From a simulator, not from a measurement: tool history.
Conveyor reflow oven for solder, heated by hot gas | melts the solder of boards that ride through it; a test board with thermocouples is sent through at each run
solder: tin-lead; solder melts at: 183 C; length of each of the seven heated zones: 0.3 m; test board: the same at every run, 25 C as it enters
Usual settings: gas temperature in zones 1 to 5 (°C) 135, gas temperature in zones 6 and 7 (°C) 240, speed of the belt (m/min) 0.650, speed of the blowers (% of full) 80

run	hour	gas temperature in zones 1 to 5 (°C)	gas temperature in zones 6 and 7 (°C)	speed of the belt (m/min)	speed of the blowers (% of full)	highest temperature of the board (°C)	time above the solder's melting point (s)
1	0.0	135	240	0.650	80	225.6	46.05
2	91.8	135	240	0.650	80	225.2	45.85
3	135.4	135	240	0.650	90	227.1	46.94
4	209.8	127	240	0.650	80	223.3	43.13
5	290.3	127	240	0.650	80	222.4	42.59
# hour 332.5: flux residue cleaned out of gas plates and filters
6	336.2	135	240	0.650	59	220.5	43.03
7	375.2	135	240	0.650	59	220.5	42.95
# hour 435.6: belt drive overhauled, speed set with a stopwatch
8	458.4	135	240	0.650	59	218.6	41.01
9	504.2	135	240	0.650	80	225.0	44.81
10	567.9	135	240	0.650	81	225.3	44.79
11	645.9	121	240	0.650	80	221.5	40.48
12	724.6	121	240	0.650	80	221.0	39.83
# hour 763.1: flux residue cleaned out of gas plates and filters
13	782.4	121	240	0.650	80	224.6	42.01
14	826.1	121	240	0.650	80	224.1	41.67
15	920.3	135	246	0.647	73	229.3	47.00
16	962.1	122	246	0.689	71	223.5	38.72
17	1005.1	135	254	0.658	80	237.0	49.22
18	1098.3	135	254	0.658	80	236.4	48.94
19	1164.5	135	254	0.658	80	235.8	49.08
# hour 1188.4: flux residue cleaned out of gas plates and filters
20	1227.6	135	254	0.658	80	239.2	50.11

Forecast each of these 4 alternatives for the next run:
A	1291.8	132	240	0.650	84	?	?
B	1291.8	135	240	0.654	76	?	?
C	1291.8	135	252	0.700	61	?	?
D	1291.8	135	236	0.663	78	?	?

run	highest temperature of the board (°C)	time above the solder's melting point (s)
A	227.2	45.80
B	225.5	45.09
C	228.1	42.89
D	222.1	43.03
Without the tool's hidden state the same runs would have given:
run	highest temperature of the board (°C)	time above the solder's melting point (s)
A	226.4	45.08
B	224.6	44.33
C	227.3	42.11
D	221.3	42.30

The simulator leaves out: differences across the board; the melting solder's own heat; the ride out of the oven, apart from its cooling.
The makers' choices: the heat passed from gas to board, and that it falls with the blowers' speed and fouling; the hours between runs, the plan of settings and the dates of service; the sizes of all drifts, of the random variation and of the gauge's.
